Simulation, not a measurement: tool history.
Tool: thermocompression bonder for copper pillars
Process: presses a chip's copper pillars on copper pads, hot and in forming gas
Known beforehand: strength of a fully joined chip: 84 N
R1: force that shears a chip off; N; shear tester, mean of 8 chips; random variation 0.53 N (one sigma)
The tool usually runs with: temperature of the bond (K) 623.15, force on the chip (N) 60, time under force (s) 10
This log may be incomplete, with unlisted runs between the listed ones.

Run 1, hour 0: usual settings. Result: R1 33.8 N.
Run 2, hour 40.9: usual settings. Result: R1 34 N.
Run 3, hour 83.8: usual settings. Result: R1 34 N.
Run 4, hour 140.3: usual settings. Result: R1 34.1 N.
Run 5, hour 191.5: usual settings but temperature of the bond (K) 647.15. Result: R1 43.7 N.
Run 6, hour 224.2: usual settings but temperature of the bond (K) 647.15. Result: R1 44.1 N.
Run 7, hour 275.9: usual settings but temperature of the bond (K) 647.15, time under force (s) 5. Result: R1 33.9 N.
Run 8, hour 321.4: usual settings but temperature of the bond (K) 647.15, force on the chip (N) 50, time under force (s) 5. Result: R1 28.7 N.
Run 9, hour 366.8: usual settings but temperature of the bond (K) 595.15, force on the chip (N) 63, time under force (s) 14. Result: R1 29.3 N.
Run 10, hour 409.2: usual settings but force on the chip (N) 51, time under force (s) 24. Result: R1 41 N.
Run 11, hour 465.5: usual settings but temperature of the bond (K) 645.15, force on the chip (N) 71, time under force (s) 15. Result: R1 54.2 N.
Run 12, hour 508.8: usual settings but temperature of the bond (K) 645.15, force on the chip (N) 47, time under force (s) 14. Result: R1 37.6 N.
Run 13, hour 535.3: usual settings but temperature of the bond (K) 619.15, force on the chip (N) 75. Result: R1 39.3 N.
Run 14, hour 563.4: usual settings but temperature of the bond (K) 594.15, time under force (s) 9. Result: R1 20.9 N.
Run 15, hour 589.5: usual settings but temperature of the bond (K) 604.15, time under force (s) 25. Result: R1 38 N.

Missing from the log above: 2 entries noted between runs. For each, name the pair of listed runs it sits between and say how the tool's hidden condition differs from the listed run just before to the listed run just after:
Between runs 7 and 8: heater calibrated with a thermocouple chip (hour 282.5)
  true temperature of the bond over the reading, C: 2.1 -> 2.6; force that reaches the chip, % of what is set: 102.9 -> 103; oxide that the forming gas leaves, % of the face: 1.67 -> 1.82
  measured value less the no-hidden-state value, R1: +1.3 -> +1.3 N
Between runs 10 and 11: heater calibrated with a thermocouple chip, once more (hour 454)
  true temperature of the bond over the reading, C: 2.8 -> 0.1; force that reaches the chip, % of what is set: 103.1 -> 103.2; oxide that the forming gas leaves, % of the face: 2.11 -> 2.28
  measured value less the no-hidden-state value, R1: +1.6 -> +0.3 N

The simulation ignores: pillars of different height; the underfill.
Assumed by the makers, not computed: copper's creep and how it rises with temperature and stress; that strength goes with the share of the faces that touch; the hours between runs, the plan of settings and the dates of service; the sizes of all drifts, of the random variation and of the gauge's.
